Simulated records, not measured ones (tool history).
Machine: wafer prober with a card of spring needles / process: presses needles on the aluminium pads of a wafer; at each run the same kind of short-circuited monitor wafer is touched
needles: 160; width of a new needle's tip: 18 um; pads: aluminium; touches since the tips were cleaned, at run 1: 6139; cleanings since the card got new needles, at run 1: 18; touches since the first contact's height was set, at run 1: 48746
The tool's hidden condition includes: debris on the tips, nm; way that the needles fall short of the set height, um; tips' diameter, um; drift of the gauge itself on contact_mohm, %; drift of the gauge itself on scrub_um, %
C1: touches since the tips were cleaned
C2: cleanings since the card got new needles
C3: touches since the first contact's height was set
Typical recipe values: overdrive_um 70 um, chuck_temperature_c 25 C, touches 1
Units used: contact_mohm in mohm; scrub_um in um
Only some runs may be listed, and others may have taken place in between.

Run 1, day 0.000: usual settings; C1 6139; C2 18; C3 48746. Result: contact_mohm 221 mohm, scrub_um 17.29 um.
At day 0.129: tips cleaned on abrasive film.
Run 2, day 0.742: usual settings; C1 5347; C2 19; C3 55189. Result: contact_mohm 219 mohm, scrub_um 17.34 um.
At day 1.004: tips cleaned on abrasive film.
Run 3, day 1.183: usual settings; C1 1564; C2 20; C3 59029. Result: contact_mohm 217 mohm, scrub_um 17.33 um.
At day 1.842: tips cleaned on abrasive film.
Run 4, day 1.871: usual settings but chuck_temperature_c 33 C; C1 251; C2 21; C3 65006. Result: contact_mohm 223 mohm, scrub_um 17.31 um.
At day 2.688: tips cleaned on abrasive film.
Run 5, day 2.742: usual settings but chuck_temperature_c 33 C; C1 492; C2 22; C3 72601. Result: contact_mohm 222 mohm, scrub_um 17.33 um.
Run 6, day 3.154: usual settings but touches 2; C1 4095; C2 22; C3 76204. Result: contact_mohm 220 mohm, scrub_um 17.36 um.
At day 3.504: tips cleaned on abrasive film.
Run 7, day 3.808: usual settings; C1 2687; C2 23; C3 81899. Result: contact_mohm 222 mohm, scrub_um 17.37 um.
At day 4.371: tips cleaned on abrasive film.
Run 8, day 4.433: usual settings but chuck_temperature_c 123 C; C1 559; C2 24; C3 87313. Result: contact_mohm 245 mohm, scrub_um 17.35 um.
At day 5.200: tips cleaned on abrasive film.
Run 9, day 5.308: usual settings but chuck_temperature_c 123 C; C1 954; C2 25; C3 94939. Result: contact_mohm 244 mohm, scrub_um 17.38 um.
At day 6.050: tips cleaned on abrasive film.
Run 10, day 6.146: usual settings; C1 826; C2 26; C3 102227. Result: contact_mohm 221 mohm, scrub_um 17.38 um.
At day 6.712: height of the first contact set anew.
At day 6.908: tips cleaned on abrasive film.
Run 11, day 7.008: usual settings; C1 908; C2 27; C3 2561. Result: contact_mohm 217 mohm, scrub_um 17.41 um.
Run 12, day 7.496: usual settings but overdrive_um 84 um, chuck_temperature_c 70 C; C1 5170; C2 27; C3 6823. Result: contact_mohm 232 mohm, scrub_um 20.91 um.
At day 7.767: tips cleaned on abrasive film.
Run 13, day 8.325: usual settings but overdrive_um 84 um, chuck_temperature_c 52 C, touches 2; C1 4871; C2 28; C3 14026. Result: contact_mohm 224 mohm, scrub_um 20.97 um.
At day 8.617: tips cleaned on abrasive film.
Run 14, day 8.775: usual settings but overdrive_um 74 um, chuck_temperature_c 73 C; C1 1375; C2 29; C3 17927. Result: contact_mohm 230 mohm, scrub_um 18.44 um.
At day 9.475: tips cleaned on abrasive film.
Run 15, day 9.579: usual settings but overdrive_um 74 um, chuck_temperature_c 73 C; C1 931; C2 30; C3 24941. Result: contact_mohm 232 mohm, scrub_um 18.42 um.
Run 16, day 10.171: usual settings but overdrive_um 76 um, chuck_temperature_c 30 C, touches 3; C1 6097; C2 30; C3 30107. Result: contact_mohm 224 mohm, scrub_um 18.99 um.
At day 10.329: tips cleaned on abrasive film.
Run 17, day 11.046: usual settings but overdrive_um 76 um, chuck_temperature_c 30 C, touches 3; C1 6251; C2 31; C3 37719. Result: contact_mohm 217 mohm, scrub_um 18.96 um.
At day 11.158: tips cleaned on abrasive film.
Run 18, day 11.412: usual settings but overdrive_um 73 um, chuck_temperature_c 27 C; C1 2225; C2 32; C3 40900. Result: contact_mohm 220 mohm, scrub_um 18.28 um.
At day 11.996: tips cleaned on abrasive film.
Run 19, day 12.088: usual settings; C1 811; C2 33; C3 46777. Result: contact_mohm 219 mohm, scrub_um 17.50 um.
Run 20, day 12.558: usual settings; C1 4917; C2 33; C3 50883. Result: contact_mohm 222 mohm, scrub_um 17.49 um.
At day 12.817: tips cleaned on abrasive film.
Run 21, day 13.075: usual settings but chuck_temperature_c 81 C; C1 2265; C2 34; C3 55354. Result: contact_mohm 232 mohm, scrub_um 17.51 um.

Branching from run 21: 5 alternative next runs. What would each branch give?
At day 13.683: tips cleaned on abrasive film.
Run A, day 13.804: usual settings but chuck_temperature_c 41 C; C1 1042; C2 35; C3 61706. Result: contact_mohm ?, scrub_um ?.
At day 13.683: tips cleaned on abrasive film.
Run B, day 13.804: usual settings but chuck_temperature_c 74 C; C1 1042; C2 35; C3 61706. Result: contact_mohm ?, scrub_um ?.
At day 13.683: tips cleaned on abrasive film.
Run C, day 13.804: usual settings but overdrive_um 72 um, chuck_temperature_c 52 C; C1 1042; C2 35; C3 61706. Result: contact_mohm ?, scrub_um ?.
At day 13.683: tips cleaned on abrasive film.
Run D, day 13.804: usual settings but overdrive_um 87 um, chuck_temperature_c 57 C, touches 2; C1 1042; C2 35; C3 61706. Result: contact_mohm ?, scrub_um ?.
At day 13.683: tips cleaned on abrasive film.
Run E, day 13.804: usual settings but chuck_temperature_c 43 C, touches 2; C1 1042; C2 35; C3 61706. Result: contact_mohm ?, scrub_um ?.

run  contact_mohm  scrub_um
  A           227     17.50
  B           232     17.49
  C           225     17.99
  D           227     21.79
  E           227     17.53
Stripped of hidden state, with their random variation kept, the same runs would have yielded:
run  contact_mohm  scrub_um
  A           227     17.31
  B           232     17.29
  C           225     17.78
  D           227     21.54
  E           227     17.33

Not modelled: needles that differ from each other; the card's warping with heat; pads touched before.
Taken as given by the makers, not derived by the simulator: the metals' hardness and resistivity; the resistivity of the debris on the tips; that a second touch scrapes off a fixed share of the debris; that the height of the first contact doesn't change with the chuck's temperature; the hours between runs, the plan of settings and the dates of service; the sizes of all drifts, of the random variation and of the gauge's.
